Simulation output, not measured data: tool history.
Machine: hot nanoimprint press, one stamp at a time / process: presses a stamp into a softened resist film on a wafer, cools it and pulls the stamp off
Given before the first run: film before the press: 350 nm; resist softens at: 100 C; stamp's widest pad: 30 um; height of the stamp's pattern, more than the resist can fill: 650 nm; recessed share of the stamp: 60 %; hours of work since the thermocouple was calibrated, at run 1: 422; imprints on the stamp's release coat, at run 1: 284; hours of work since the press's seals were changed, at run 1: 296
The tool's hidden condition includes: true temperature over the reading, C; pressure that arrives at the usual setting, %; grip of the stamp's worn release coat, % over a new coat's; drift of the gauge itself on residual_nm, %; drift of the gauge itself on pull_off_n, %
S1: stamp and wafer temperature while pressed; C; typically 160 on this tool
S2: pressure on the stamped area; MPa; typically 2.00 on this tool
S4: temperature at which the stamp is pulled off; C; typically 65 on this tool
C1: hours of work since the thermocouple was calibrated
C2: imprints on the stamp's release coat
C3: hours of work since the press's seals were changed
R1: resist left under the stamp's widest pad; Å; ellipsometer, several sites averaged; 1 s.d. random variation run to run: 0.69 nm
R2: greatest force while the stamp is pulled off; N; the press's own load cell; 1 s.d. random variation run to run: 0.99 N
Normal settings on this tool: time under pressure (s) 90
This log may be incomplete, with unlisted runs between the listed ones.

Run 1, hour 0.0: usual settings; C1 422; C2 284; C3 296. Result: R1 1519 Å, R2 161.3 N.
Run 2, hour 8.4: usual settings; C1 427; C2 317; C3 300. Result: R1 1511 Å, R2 160.6 N.
Run 3, hour 15.8: usual settings; C1 431; C2 346; C3 305. Result: R1 1508 Å, R2 162.6 N.
At hour 22.9: plate thermocouple calibrated.
Run 4, hour 30.0: usual settings; C1 4; C2 391; C3 311. Result: R1 1435 Å, R2 160.4 N.
Run 5, hour 40.9: usual settings but time under pressure (s) 109; C1 10; C2 434; C3 317. Result: R1 1357 Å, R2 161.1 N.
Run 6, hour 53.3: usual settings but time under pressure (s) 109; C1 18; C2 484; C3 325. Result: R1 1352 Å, R2 161.8 N.
Run 7, hour 66.5: usual settings but time under pressure (s) 109; C1 25; C2 536; C3 332. Result: R1 1366 Å, R2 160.9 N.
Run 8, hour 73.0: usual settings but time under pressure (s) 109; C1 29; C2 562; C3 336. Result: R1 1357 Å, R2 161.2 N.
Run 9, hour 86.8: usual settings but time under pressure (s) 109; C1 37; C2 617; C3 344. Result: R1 1358 Å, R2 162.0 N.
Run 10, hour 97.5: usual settings but time under pressure (s) 109; C1 43; C2 660; C3 350. Result: R1 1359 Å, R2 164.5 N.

Each row is a separate what-if for the run after 10, all from the same tool condition, not one after another. Results?
Run A, hour 110.5: usual settings but S2 2.78 MPa, time under pressure (s) 109; C1 50; C2 711; C3 357. Result: R1 ?, R2 ?.
Run B, hour 110.5: usual settings but S1 158 C, S2 1.36 MPa, time under pressure (s) 147; C1 50; C2 711; C3 357. Result: R1 ?, R2 ?.
Run C, hour 110.5: usual settings but S2 2.23 MPa, time under pressure (s) 81; C1 50; C2 711; C3 357. Result: R1 ?, R2 ?.
Run D, hour 110.5: usual settings but S1 165 C, S2 1.44 MPa, time under pressure (s) 92; C1 50; C2 711; C3 357. Result: R1 ?, R2 ?.

run    R1     R2
  A  1139  164.2
  B  1608  162.6
  C  1418  165.9
  D  1491  164.8
Take away the tool's hidden state, keep each run's random variation, and the runs would have read:
run    R1     R2
  A  1100  155.5
  B  1575  153.9
  C  1378  157.2
  D  1460  156.0
